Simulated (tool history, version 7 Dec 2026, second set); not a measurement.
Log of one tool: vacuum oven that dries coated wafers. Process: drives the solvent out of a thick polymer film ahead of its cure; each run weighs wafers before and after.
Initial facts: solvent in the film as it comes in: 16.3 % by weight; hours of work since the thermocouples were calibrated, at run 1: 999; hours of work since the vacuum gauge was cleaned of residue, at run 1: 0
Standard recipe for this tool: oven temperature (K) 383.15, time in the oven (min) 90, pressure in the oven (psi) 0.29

run	hour	oven temperature (K)	time in the oven (min)	pressure in the oven (psi)	hours of work since the thermocouples were calibrated	hours of work since the vacuum gauge was cleaned of residue	solvent left in the film (%)
1	0	383.15	90	0.29	999	0	1.64
2	57.2	383.15	90	0.29	1023	24	1.6
3	119	383.15	90	0.29	1049	50	1.6
4	171.9	386.15	90	0.29	1071	72	1.26
5	262.7	383.15	90	0.29	1109	110	1.57
6	332.2	383.15	90	0.29	1138	139	1.6
7	425.1	383.15	90	0.29	1177	178	1.61
8	510.3	383.15	47	0.29	1212	213	3.81
9	568	383.15	90	0.29	1237	237	1.62
10	649	383.15	90	0.483	1270	271	2
11	731.9	383.15	90	0.483	1305	306	2.01
12	773.7	383.15	90	0.29	1323	323	1.6
13	835.4	383.15	58	0.29	1348	349	2.97
14	921.6	383.15	58	0.29	1384	385	2.94
15	1004.6	383.15	90	0.683	1419	420	2.41
16	1086.3	383.15	90	0.683	1453	454	2.47
17	1134.4	383.15	90	0.683	1473	474	2.48
18	1175.7	383.15	90	0.29	1491	491	1.61
# hour 1185.2: oven's thermocouples calibrated
19	1258.4	383.15	90	0.29	31	525	1.76
20	1312.8	383.15	90	0.29	53	548	1.72
21	1387.3	389.15	90	0.29	84	579	1.07
22	1461.4	383.15	90	0.29	115	610	1.79
23	1502.3	383.15	90	0.29	133	627	1.78
# hour 1508.5: vacuum gauge cleaned of residue and calibrated
24	1564.6	372.15	90	0.162	158	23	3.27
25	1648.5	396.15	47	0.972	193	58	2.85
26	1692.6	394.15	74	0.341	211	77	1.07
27	1760.4	383.15	90	0.569	240	105	2.41
28	1809.4	381.15	98	0.822	260	126	3.13

Run 29 comes next. What will it give?
29	1898.7	381.15	98	0.822	298	163	?

{"run 29": {"solvent left in the film (%)": 3.12}}
Had the tool carried no hidden state, the very same run would have given solvent left in the film (%) 3.09.

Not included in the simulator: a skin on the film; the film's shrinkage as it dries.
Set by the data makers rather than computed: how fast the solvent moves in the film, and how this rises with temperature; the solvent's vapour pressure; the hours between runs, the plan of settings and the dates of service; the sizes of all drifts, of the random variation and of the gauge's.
